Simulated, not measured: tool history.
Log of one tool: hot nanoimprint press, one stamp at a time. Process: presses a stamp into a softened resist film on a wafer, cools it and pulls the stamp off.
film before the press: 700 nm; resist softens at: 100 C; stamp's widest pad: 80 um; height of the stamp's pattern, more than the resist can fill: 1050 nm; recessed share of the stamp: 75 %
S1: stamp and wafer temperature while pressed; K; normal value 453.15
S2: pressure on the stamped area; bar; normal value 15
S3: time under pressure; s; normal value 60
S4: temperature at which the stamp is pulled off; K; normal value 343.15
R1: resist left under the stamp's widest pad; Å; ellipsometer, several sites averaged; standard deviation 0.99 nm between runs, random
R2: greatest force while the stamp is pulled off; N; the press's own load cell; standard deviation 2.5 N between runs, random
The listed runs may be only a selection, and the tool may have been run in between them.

Run 1, hour 0: usual settings. Result: R1 3959 Å, R2 146 N.
At hour 13.7: press's hydraulic seals changed and the load cell set to zero.
Run 2, hour 74.2: usual settings. Result: R1 3930 Å, R2 169 N.
Run 3, hour 118.8: usual settings but S4 350.15 K. Result: R1 3925 Å, R2 150 N.
At hour 149.2: stamp cleaned and given a new release coat.
Run 4, hour 189.9: usual settings but S1 451.15 K. Result: R1 4142 Å, R2 161 N.
Run 5, hour 238.7: usual settings. Result: R1 3983 Å, R2 175 N.
Run 6, hour 272.4: usual settings. Result: R1 3988 Å, R2 184 N.
At hour 288.3: stamp cleaned and given a new release coat.
At hour 322.7: plate thermocouple calibrated.
Run 7, hour 354.3: usual settings. Result: R1 3943 Å, R2 162 N.
Run 8, hour 387.6: usual settings. Result: R1 3947 Å, R2 167 N.
At hour 433: stamp cleaned and given a new release coat.
Run 9, hour 446.4: usual settings. Result: R1 3965 Å, R2 157 N.
Run 10, hour 496.2: usual settings. Result: R1 3992 Å, R2 169 N.
At hour 575.4: stamp cleaned and given a new release coat.
Run 11, hour 575.4: usual settings. Result: R1 4026 Å, R2 151 N.
Run 12, hour 643.2: usual settings. Result: R1 4033 Å, R2 169 N.
Run 13, hour 681.7: usual settings but S2 23.4 bar. Result: R1 3462 Å, R2 181 N.
At hour 691.7: plate thermocouple calibrated.
At hour 721.7: stamp cleaned and given a new release coat.
Run 14, hour 723.8: usual settings but S3 36 s. Result: R1 4650 Å, R2 147 N.
Run 15, hour 793.7: usual settings but S3 36 s. Result: R1 4655 Å, R2 171 N.
At hour 825.1: press's hydraulic seals changed and the load cell set to zero.
Run 16, hour 860: usual settings but S1 451.15 K, S2 23.4 bar, S3 64 s, S4 348.15 K. Result: R1 3427 Å, R2 167 N.
At hour 869.6: stamp cleaned and given a new release coat.
Run 17, hour 911.4: usual settings but S1 451.15 K, S2 23.4 bar, S3 64 s, S4 348.15 K. Result: R1 3425 Å, R2 146 N.
Run 18, hour 980.4: usual settings but S4 342.15 K. Result: R1 3984 Å, R2 186 N.
At hour 1010.6: stamp cleaned and given a new release coat.
Run 19, hour 1039.7: usual settings but S4 342.15 K. Result: R1 4001 Å, R2 164 N.
At hour 1079.2: plate thermocouple calibrated.
Run 20, hour 1105.6: usual settings but S1 462.15 K, S2 17.4 bar, S3 63 s, S4 347.15 K. Result: R1 2975 Å, R2 158 N.
At hour 1154.6: stamp cleaned and given a new release coat.
Run 21, hour 1164: usual settings but S1 450.15 K, S2 17.4 bar, S3 63 s, S4 331.15 K. Result: R1 3940 Å, R2 187 N.
Run 22, hour 1208.9: usual settings but S1 452.15 K, S2 23.7 bar. Result: R1 3420 Å, R2 159 N.
Run 23, hour 1256.6: usual settings but S1 462.15 K, S2 14.9 bar. Result: R1 3290 Å, R2 171 N.
At hour 1294.5: stamp cleaned and given a new release coat.
Run 24, hour 1312.9: usual settings but S1 454.15 K, S4 332.15 K. Result: R1 3909 Å, R2 186 N.
Run 25, hour 1352: usual settings but S2 20.6 bar, S3 89 s. Result: R1 3095 Å, R2 166 N.
Run 26, hour 1410.4: usual settings but S2 20.6 bar, S3 89 s. Result: R1 3098 Å, R2 184 N.
At hour 1437.4: stamp cleaned and given a new release coat.
At hour 1458.7: plate thermocouple calibrated.
Run 27, hour 1473.8: usual settings but S2 20.6 bar, S3 89 s. Result: R1 3016 Å, R2 151 N.
Run 28, hour 1531.6: usual settings but S1 460.15 K, S3 35 s, S4 332.15 K. Result: R1 4117 Å, R2 210 N.

Below, some changes in R1 between adjacent runs. For each, the amount present without the hidden state too (settings, incoming material, random variation) and the amount remaining for the hidden state with gauge scatter not shared by both compared results:
Hidden state present: true temperature over the reading, C; pressure that arrives at the usual setting, %; grip of the stamp's worn release coat, % over a new coat's; drift of the gauge itself on residual_nm, %; drift of the gauge itself on pull_off_n, %.
Run 13 -> 14: S2 23.4 -> 15, S3 60 -> 36, plate thermocouple calibrated, stamp cleaned and given a new release coat. R1 +1188 Å: hidden state -111, all else +1299.
Run 15 -> 16: S1 453.15 -> 451.15, S2 15 -> 23.4, S3 36 -> 64, S4 343.15 -> 348.15, press's hydraulic seals changed and the load cell set to zero. R1 -1228 Å: hidden state -35, all else -1193.
Run 26 -> 27: stamp cleaned and given a new release coat, plate thermocouple calibrated. R1 -82 Å: hidden state -87, all else +5.
